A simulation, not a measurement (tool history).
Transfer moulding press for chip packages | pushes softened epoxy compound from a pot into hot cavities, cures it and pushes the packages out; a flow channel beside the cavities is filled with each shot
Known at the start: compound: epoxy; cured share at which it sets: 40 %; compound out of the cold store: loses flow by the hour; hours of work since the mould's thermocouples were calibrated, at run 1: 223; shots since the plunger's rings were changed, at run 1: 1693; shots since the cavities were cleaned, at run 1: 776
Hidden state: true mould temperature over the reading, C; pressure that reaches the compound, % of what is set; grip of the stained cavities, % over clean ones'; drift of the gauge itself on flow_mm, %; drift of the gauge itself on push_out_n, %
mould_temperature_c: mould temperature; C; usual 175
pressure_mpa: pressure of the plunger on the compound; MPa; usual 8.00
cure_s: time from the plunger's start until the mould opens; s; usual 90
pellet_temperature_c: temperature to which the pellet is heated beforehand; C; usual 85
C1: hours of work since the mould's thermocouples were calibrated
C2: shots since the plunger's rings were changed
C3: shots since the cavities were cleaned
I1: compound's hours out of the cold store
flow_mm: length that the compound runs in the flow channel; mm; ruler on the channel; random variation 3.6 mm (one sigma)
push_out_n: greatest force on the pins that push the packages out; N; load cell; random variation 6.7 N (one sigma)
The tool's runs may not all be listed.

Run 1, day 0.000: usual settings; C1 223; C2 1693; C3 776; I1 36.8. Result: flow_mm 794 mm, push_out_n 435 N.
At day 0.342: cavities cleaned with cleaning compound and waxed.
Run 2, day 0.404: usual settings; C1 227; C2 1777; C3 15; I1 40.4. Result: flow_mm 771 mm, push_out_n 273 N.
Run 3, day 0.733: usual settings but cure_s 85 s; C1 231; C2 1859; C3 97; I1 30.3. Result: flow_mm 809 mm, push_out_n 339 N.
Run 4, day 1.046: usual settings but cure_s 85 s; C1 235; C2 1936; C3 174; I1 17.6. Result: flow_mm 848 mm, push_out_n 373 N.
Run 5, day 1.392: usual settings; C1 239; C2 2021; C3 259; I1 39.6. Result: flow_mm 772 mm, push_out_n 345 N.
Run 6, day 1.662: usual settings but pressure_mpa 8.98 MPa; C1 242; C2 2087; C3 325; I1 30.3. Result: flow_mm 847 mm, push_out_n 392 N.
Run 7, day 1.867: usual settings but pressure_mpa 8.98 MPa; C1 244; C2 2138; C3 376; I1 26.1. Result: flow_mm 866 mm, push_out_n 379 N.
Run 8, day 2.175: usual settings; C1 248; C2 2214; C3 452; I1 16.2. Result: flow_mm 850 mm, push_out_n 411 N.
Run 9, day 2.521: usual settings; C1 252; C2 2299; C3 537; I1 16.1. Result: flow_mm 854 mm, push_out_n 435 N.
Run 10, day 2.962: usual settings; C1 257; C2 2408; C3 646; I1 15.6. Result: flow_mm 843 mm, push_out_n 452 N.
Run 11, day 3.354: usual settings; C1 262; C2 2504; C3 742; I1 29.9. Result: flow_mm 798 mm, push_out_n 447 N.
At day 3.458: mould's thermocouples calibrated.
At day 3.904: cavities cleaned with cleaning compound and waxed.
Run 12, day 3.954: usual settings but pressure_mpa 7.55 MPa; C1 5; C2 2616; C3 12; I1 35.8. Result: flow_mm 758 mm, push_out_n 270 N.
Run 13, day 4.383: usual settings but mould_temperature_c 168 C, pressure_mpa 7.55 MPa; C1 10; C2 2722; C3 118; I1 36.2. Result: flow_mm 765 mm, push_out_n 448 N.
Run 14, day 4.729: usual settings but pressure_mpa 9.99 MPa; C1 14; C2 2808; C3 204; I1 30.1. Result: flow_mm 888 mm, push_out_n 332 N.

Forecast run 15:
At day 5.038: mould's thermocouples calibrated, once more.
Run 15, day 5.088: usual settings but pressure_mpa 9.32 MPa; C1 1; C2 2875; C3 271; I1 18.3. Result: flow_mm ?, push_out_n ?.

{"run 15": {"flow_mm": 902, "push_out_n": 378}}
Without the tool's hidden state the same run would have given flow_mm 947 mm, push_out_n 280 N.

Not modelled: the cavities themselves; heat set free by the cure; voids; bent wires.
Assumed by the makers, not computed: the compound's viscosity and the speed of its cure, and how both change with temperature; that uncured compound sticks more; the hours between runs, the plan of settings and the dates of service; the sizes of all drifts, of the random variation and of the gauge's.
